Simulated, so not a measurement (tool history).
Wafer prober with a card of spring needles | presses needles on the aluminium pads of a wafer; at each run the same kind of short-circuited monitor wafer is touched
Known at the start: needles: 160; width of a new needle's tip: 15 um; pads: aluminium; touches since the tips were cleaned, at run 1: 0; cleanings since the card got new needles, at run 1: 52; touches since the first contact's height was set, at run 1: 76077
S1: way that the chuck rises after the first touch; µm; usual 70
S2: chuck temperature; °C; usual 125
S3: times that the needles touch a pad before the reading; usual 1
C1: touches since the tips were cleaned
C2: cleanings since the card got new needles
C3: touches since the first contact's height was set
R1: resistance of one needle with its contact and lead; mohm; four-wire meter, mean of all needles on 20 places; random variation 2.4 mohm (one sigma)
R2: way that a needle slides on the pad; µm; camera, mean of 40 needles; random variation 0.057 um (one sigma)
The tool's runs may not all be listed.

run,hour,S1,S2,S3,C1,C2,C3,R1,R2
1,0,70,125,1,0,52,76077,263,10.91
# hour 19.3: tips cleaned on abrasive film
2,32.9,70,125,1,3655,53,84890,271,11
# hour 39.9: tips cleaned on abrasive film
# hour 59.7: tips cleaned on abrasive film
# hour 79.9: tips cleaned on abrasive film
3,82.6,79,125,1,718,56,98186,261,12.35
# hour 97.9: tips cleaned on abrasive film
# hour 113.7: height of the first contact set anew
# hour 116.8: tips cleaned on abrasive film
4,129.7,79,125,1,3459,58,4257,267,12.39
# hour 136.6: tips cleaned on abrasive film
# hour 154.7: tips cleaned on abrasive film
# hour 175: tips cleaned on abrasive film
5,187.3,79,125,1,3316,61,19693,268,12.42
# hour 193.9: tips cleaned on abrasive film
# hour 214: tips cleaned on abrasive film
6,225.8,52,67,2,3180,63,29987,257,8.14
# hour 233.5: tips cleaned on abrasive film
# hour 252.3: tips cleaned on abrasive film
7,255.5,62,125,1,865,65,37931,271,9.75
# hour 270.3: tips cleaned on abrasive film
# hour 290.5: tips cleaned on abrasive film
8,303.5,62,125,1,3475,67,50775,266,9.66
# hour 309.4: tips cleaned on abrasive film
# hour 328.7: tips cleaned on abrasive film
9,334.9,62,125,1,1665,69,59189,271,9.72

Forecast run 10:
# hour 347.2: tips cleaned on abrasive film
# hour 369: tips cleaned on abrasive film
# hour 388.4: tips cleaned on abrasive film
10,391,83,43,2,697,72,74198,?,?

{"run 10": {"R1": 240, "R2": 13.01}}
Without the tool's hidden state the same run would have given R1 240 mohm, R2 12.88 µm.

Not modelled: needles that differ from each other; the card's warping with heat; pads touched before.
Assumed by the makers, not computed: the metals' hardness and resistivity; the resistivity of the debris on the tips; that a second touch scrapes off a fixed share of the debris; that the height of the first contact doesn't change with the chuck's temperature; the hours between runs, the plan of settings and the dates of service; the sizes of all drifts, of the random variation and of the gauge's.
